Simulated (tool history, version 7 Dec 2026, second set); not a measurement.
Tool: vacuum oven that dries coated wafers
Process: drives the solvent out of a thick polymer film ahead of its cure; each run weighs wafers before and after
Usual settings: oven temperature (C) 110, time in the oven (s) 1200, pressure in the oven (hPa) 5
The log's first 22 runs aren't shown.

Run 23, hour 643.9: usual settings but oven temperature (C) 98, time in the oven (s) 2100, pressure in the oven (hPa) 12.8. Result: solvent left in the film (%) 3.84.
Run 24, hour 681.5: usual settings but oven temperature (C) 96, time in the oven (s) 1140, pressure in the oven (hPa) 13.47. Result: solvent left in the film (%) 7.01.
Run 25, hour 711.6: usual settings but oven temperature (C) 102, time in the oven (s) 900, pressure in the oven (hPa) 4.42. Result: solvent left in the film (%) 5.
Run 26, hour 730.1: usual settings but oven temperature (C) 102, time in the oven (s) 900, pressure in the oven (hPa) 4.42. Result: solvent left in the film (%) 4.92.
Run 27, hour 746.3: usual settings but oven temperature (C) 102, time in the oven (s) 900, pressure in the oven (hPa) 4.42. Result: solvent left in the film (%) 4.83.
Run 28, hour 784.9: usual settings but oven temperature (C) 102, time in the oven (s) 900, pressure in the oven (hPa) 4.42. Result: solvent left in the film (%) 4.87.
Run 29, hour 823.5: usual settings but oven temperature (C) 96, time in the oven (s) 600. Result: solvent left in the film (%) 9.37.
Run 30, hour 861.1: usual settings but oven temperature (C) 99, time in the oven (s) 1260, pressure in the oven (hPa) 4.22. Result: solvent left in the film (%) 4.12.
Run 31, hour 893.2: usual settings but oven temperature (C) 99, time in the oven (s) 1260, pressure in the oven (hPa) 4.22. Result: solvent left in the film (%) 4.12.
Run 32, hour 927.9: usual settings but oven temperature (C) 99, time in the oven (s) 1260, pressure in the oven (hPa) 4.22. Result: solvent left in the film (%) 4.11.
Run 33, hour 963.5: usual settings but oven temperature (C) 112, time in the oven (s) 660, pressure in the oven (hPa) 3.87. Result: solvent left in the film (%) 3.44.
Run 34, hour 986.7: usual settings but oven temperature (C) 112, time in the oven (s) 660, pressure in the oven (hPa) 11.83. Result: solvent left in the film (%) 4.22.

Forecast each of these 4 alternatives for the next run:
Run A, hour 1019.6: usual settings but oven temperature (C) 111, time in the oven (s) 660, pressure in the oven (hPa) 10.76. Result: solvent left in the film (%) ?.
Run B, hour 1019.6: usual settings but oven temperature (C) 112, time in the oven (s) 660, pressure in the oven (hPa) 8.75. Result: solvent left in the film (%) ?.
Run C, hour 1019.6: usual settings but oven temperature (C) 99, time in the oven (s) 1500, pressure in the oven (hPa) 11.97. Result: solvent left in the film (%) ?.
Run D, hour 1019.6: usual settings but oven temperature (C) 124, time in the oven (s) 660. Result: solvent left in the film (%) ?.

run  solvent left in the film (%)
  A                          4.33
  B                          3.94
  C                          4.45
  D                          1.24
Without the tool's hidden state the same runs would have given:
run  solvent left in the film (%)
  A                          4.13
  B                          3.73
  C                          3.98
  D                          1.01

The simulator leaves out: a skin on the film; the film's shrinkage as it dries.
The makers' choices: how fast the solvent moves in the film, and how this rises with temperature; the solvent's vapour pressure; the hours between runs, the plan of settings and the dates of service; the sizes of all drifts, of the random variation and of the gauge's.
